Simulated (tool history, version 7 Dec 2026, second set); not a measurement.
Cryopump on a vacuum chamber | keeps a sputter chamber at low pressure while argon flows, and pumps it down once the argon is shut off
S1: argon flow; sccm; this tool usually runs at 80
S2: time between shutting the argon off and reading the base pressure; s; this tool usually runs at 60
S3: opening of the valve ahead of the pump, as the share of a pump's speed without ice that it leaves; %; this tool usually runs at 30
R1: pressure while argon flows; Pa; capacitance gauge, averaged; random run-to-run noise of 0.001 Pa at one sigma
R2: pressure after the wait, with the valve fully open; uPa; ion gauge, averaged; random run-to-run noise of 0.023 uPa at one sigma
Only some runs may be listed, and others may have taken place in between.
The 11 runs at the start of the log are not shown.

| run | hour | S1 | S2 | S3 | R1 | R2 |
|---|---|---|---|---|---|---|
| 12 | 221.5 | 80 | 60 | 23 | 0.3123 | 1.07 |
| 13 | 245.6 | 80 | 60 | 23 | 0.3148 | 1.08 |
| 14 | 273.5 | 80 | 60 | 23 | 0.315 | 1.08 |
| 15 | 299.6 | 80 | 60 | 30 | 0.2451 | 1.1 |
| 16 | 315.1 | 80 | 60 | 30 | 0.2441 | 1.09 |
| 17 | 340 | 70 | 60 | 30 | 0.216 | 1.01 |
| 18 | 362.4 | 69 | 70 | 41 | 0.1608 | 0.99 |
| 19 | 383.9 | 69 | 70 | 41 | 0.1616 | 1 |
| 20 | 412.5 | 69 | 70 | 41 | 0.1619 | 1.06 |
| 21 | 430.7 | 69 | 94 | 41 | 0.1631 | 0.94 |

For run 22, what comes out?
| 22 | 446.6 | 41 | 23 | 52 | ? | ? |

Run 22 produced R1 0.0775 Pa, R2 2.2 uPa.
Had the tool carried no hidden state, the very same run would have given R1 0.0668 Pa, R2 1.88 uPa.
